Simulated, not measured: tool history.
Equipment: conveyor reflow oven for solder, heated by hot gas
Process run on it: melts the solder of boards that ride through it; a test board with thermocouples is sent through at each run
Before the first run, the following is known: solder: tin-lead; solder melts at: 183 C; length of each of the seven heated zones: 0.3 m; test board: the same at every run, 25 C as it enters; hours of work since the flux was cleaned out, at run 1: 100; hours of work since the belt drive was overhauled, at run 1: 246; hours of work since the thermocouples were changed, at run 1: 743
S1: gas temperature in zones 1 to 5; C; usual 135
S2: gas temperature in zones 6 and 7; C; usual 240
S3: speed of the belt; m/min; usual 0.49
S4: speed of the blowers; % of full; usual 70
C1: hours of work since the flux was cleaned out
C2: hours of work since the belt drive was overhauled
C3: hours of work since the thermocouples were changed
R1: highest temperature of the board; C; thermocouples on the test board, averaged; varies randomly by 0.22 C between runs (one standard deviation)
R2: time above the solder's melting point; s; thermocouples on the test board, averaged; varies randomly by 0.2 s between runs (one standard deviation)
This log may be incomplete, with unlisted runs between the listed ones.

run	hour	S1	S2	S3	S4	C1	C2	C3	R1	R2
1	0	135	240	0.49	70	100	246	743	220.6	55.7
2	76.7	135	240	0.49	70	145	291	788	220.4	56.3
# hour 126: thermocouples of zones 6 and 7 changed
3	142	135	240	0.49	70	183	328	9	220.6	56.1
4	221	135	240	0.49	70	229	375	56	220.5	56
5	265.5	135	240	0.49	70	255	401	82	221.1	55.8
6	339.7	135	240	0.49	65	299	445	126	218.5	54.3
7	380.1	135	240	0.49	70	323	469	150	220.5	56
8	427.4	135	240	0.49	70	351	497	178	219.9	55.7
# hour 461.3: flux residue cleaned out of gas plates and filters
9	518.7	135	242	0.49	70	34	548	229	222.1	57.1
10	592.4	135	242	0.461	70	77	592	272	224.2	62.3
11	632.5	135	242	0.461	70	101	615	296	224.7	62.3
12	718.2	135	240	0.411	69	152	666	347	225.5	71.7
13	799.5	140	253	0.49	70	200	714	395	232.2	64.6
14	880.3	140	253	0.49	70	247	762	443	232.4	64.8
15	954.7	142	248	0.49	70	291	805	486	228.9	63.2
16	1006.5	128	240	0.511	70	322	836	517	217.3	49.1
17	1046.5	135	232	0.49	77	346	860	541	216.2	53
# hour 1088: flux residue cleaned out of gas plates and filters
18	1136.9	135	248	0.422	65	29	910	591	231.1	72.7
19	1175.7	135	240	0.548	70	52	933	614	216.6	46.8
20	1216.8	135	255	0.49	70	76	957	638	233.4	64
21	1292.8	124	228	0.503	81	121	1002	683	211	44.7

4 ways to go on from here, each from the tool as it stands after run 21. What would each give?
A	1340.3	127	240	0.49	72	149	1030	711	?	?
B	1340.3	135	238	0.49	70	149	1030	711	?	?
C	1340.3	132	228	0.498	81	149	1030	711	?	?
D	1340.3	148	234	0.49	51	149	1030	711	?	?

run	R1	R2
A	219.3	53.4
B	219	55
C	213.3	49
D	210.2	50.4
With the hidden condition removed and each run's random variation left untouched, the same runs would have given:
run	R1	R2
A	219.3	53.4
B	219	55
C	213.3	49
D	210.1	50.4

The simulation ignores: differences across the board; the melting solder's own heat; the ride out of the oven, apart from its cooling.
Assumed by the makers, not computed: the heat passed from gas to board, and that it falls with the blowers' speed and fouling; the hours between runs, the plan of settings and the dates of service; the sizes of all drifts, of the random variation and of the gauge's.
